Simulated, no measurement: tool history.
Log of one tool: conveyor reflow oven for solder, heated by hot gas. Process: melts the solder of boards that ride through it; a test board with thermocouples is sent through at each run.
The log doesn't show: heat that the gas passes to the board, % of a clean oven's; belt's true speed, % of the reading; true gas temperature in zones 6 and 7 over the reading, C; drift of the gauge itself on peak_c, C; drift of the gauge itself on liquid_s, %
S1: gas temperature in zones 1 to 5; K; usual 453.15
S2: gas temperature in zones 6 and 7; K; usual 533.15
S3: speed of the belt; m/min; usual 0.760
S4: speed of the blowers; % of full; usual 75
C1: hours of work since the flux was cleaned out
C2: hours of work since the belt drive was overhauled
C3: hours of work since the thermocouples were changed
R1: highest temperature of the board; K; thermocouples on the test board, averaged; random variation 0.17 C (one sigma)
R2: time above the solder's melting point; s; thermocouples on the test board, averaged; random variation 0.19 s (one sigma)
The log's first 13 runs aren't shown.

{"hour": 705.2, "done": "flux residue cleaned out of gas plates and filters"}
{"run": 14, "hour": 737.4, "S1": 453.15, "S2": 533.15, "S3": 0.808, "S4": 53, "C1": 25, "C2": 150, "C3": 782, "R1": 510.25, "R2": 32.2}
{"run": 15, "hour": 787.8, "S1": 453.15, "S2": 533.15, "S3": 0.808, "S4": 53, "C1": 63, "C2": 188, "C3": 820, "R1": 510.15, "R2": 32.6}
{"run": 16, "hour": 842.0, "S1": 453.15, "S2": 533.15, "S3": 0.808, "S4": 53, "C1": 104, "C2": 229, "C3": 862, "R1": 510.35, "R2": 32.6}
{"hour": 914.6, "done": "thermocouples of zones 6 and 7 changed"}
{"run": 17, "hour": 928.5, "S1": 453.15, "S2": 533.15, "S3": 0.808, "S4": 53, "C1": 168, "C2": 293, "C3": 11, "R1": 510.25, "R2": 32.0}
{"run": 18, "hour": 973.4, "S1": 463.15, "S2": 532.15, "S3": 0.707, "S4": 55, "C1": 202, "C2": 327, "C3": 45, "R1": 516.65, "R2": 49.3}
{"run": 19, "hour": 1013.4, "S1": 463.15, "S2": 532.15, "S3": 0.707, "S4": 55, "C1": 233, "C2": 358, "C3": 75, "R1": 516.65, "R2": 49.0}
{"run": 20, "hour": 1093.4, "S1": 453.15, "S2": 541.15, "S3": 0.851, "S4": 80, "C1": 294, "C2": 419, "C3": 136, "R1": 520.75, "R2": 39.7}
{"hour": 1111.8, "done": "flux residue cleaned out of gas plates and filters"}
{"run": 21, "hour": 1138.4, "S1": 453.15, "S2": 541.15, "S3": 0.851, "S4": 80, "C1": 20, "C2": 449, "C3": 166, "R1": 520.85, "R2": 40.1}
{"run": 22, "hour": 1179.4, "S1": 446.15, "S2": 533.15, "S3": 0.645, "S4": 75, "C1": 51, "C2": 480, "C3": 197, "R1": 520.15, "R2": 52.3}
{"run": 23, "hour": 1249.2, "S1": 453.15, "S2": 541.15, "S3": 0.892, "S4": 75, "C1": 104, "C2": 533, "C3": 251, "R1": 517.85, "R2": 35.9}
{"run": 24, "hour": 1301.3, "S1": 453.15, "S2": 541.15, "S3": 0.892, "S4": 75, "C1": 144, "C2": 573, "C3": 290, "R1": 517.85, "R2": 35.4}
{"run": 25, "hour": 1365.9, "S1": 451.15, "S2": 533.15, "S3": 0.655, "S4": 86, "C1": 193, "C2": 622, "C3": 339, "R1": 522.25, "R2": 54.7}
{"run": 26, "hour": 1413.5, "S1": 451.15, "S2": 533.15, "S3": 0.655, "S4": 86, "C1": 229, "C2": 658, "C3": 375, "R1": 521.95, "R2": 55.1}
{"run": 27, "hour": 1475.4, "S1": 462.15, "S2": 536.15, "S3": 0.76, "S4": 82, "C1": 276, "C2": 705, "C3": 423, "R1": 522.15, "R2": 50.1}
{"hour": 1516.1, "done": "flux residue cleaned out of gas plates and filters"}
{"run": 28, "hour": 1544.5, "S1": 453.15, "S2": 533.15, "S3": 0.619, "S4": 58, "C1": 22, "C2": 754, "C3": 471, "R1": 519.85, "R2": 56.2}
{"run": 29, "hour": 1619.0, "S1": 457.15, "S2": 541.15, "S3": 0.731, "S4": 81, "C1": 78, "C2": 811, "C3": 528, "R1": 526.45, "R2": 53.0}
{"run": 30, "hour": 1663.8, "S1": 449.15, "S2": 533.15, "S3": 0.688, "S4": 87, "C1": 112, "C2": 845, "C3": 562, "R1": 520.95, "R2": 50.5}
{"run": 31, "hour": 1705.1, "S1": 456.15, "S2": 529.15, "S3": 0.801, "S4": 69, "C1": 144, "C2": 876, "C3": 593, "R1": 511.95, "R2": 36.4}

Forecast each of these 3 alternatives for the next run:
{"run": "A", "hour": 1743.0, "S1": 454.15, "S2": 542.15, "S3": 0.801, "S4": 55, "C1": 172, "C2": 905, "C3": 622, "R1": "?", "R2": "?"}
{"run": "B", "hour": 1743.0, "S1": 453.15, "S2": 533.15, "S3": 0.866, "S4": 60, "C1": 172, "C2": 905, "C3": 622, "R1": "?", "R2": "?"}
{"run": "C", "hour": 1743.0, "S1": 456.15, "S2": 529.15, "S3": 0.769, "S4": 76, "C1": 172, "C2": 905, "C3": 622, "R1": "?", "R2": "?"}

run=A R1=518.35 R2=40.0
run=B R1=509.25 R2=29.4
run=C R1=514.05 R2=41.0
Without the tool's hidden state the same runs would have given:
run=A R1=518.25 R2=40.0
run=B R1=509.25 R2=29.4
run=C R1=514.05 R2=41.0
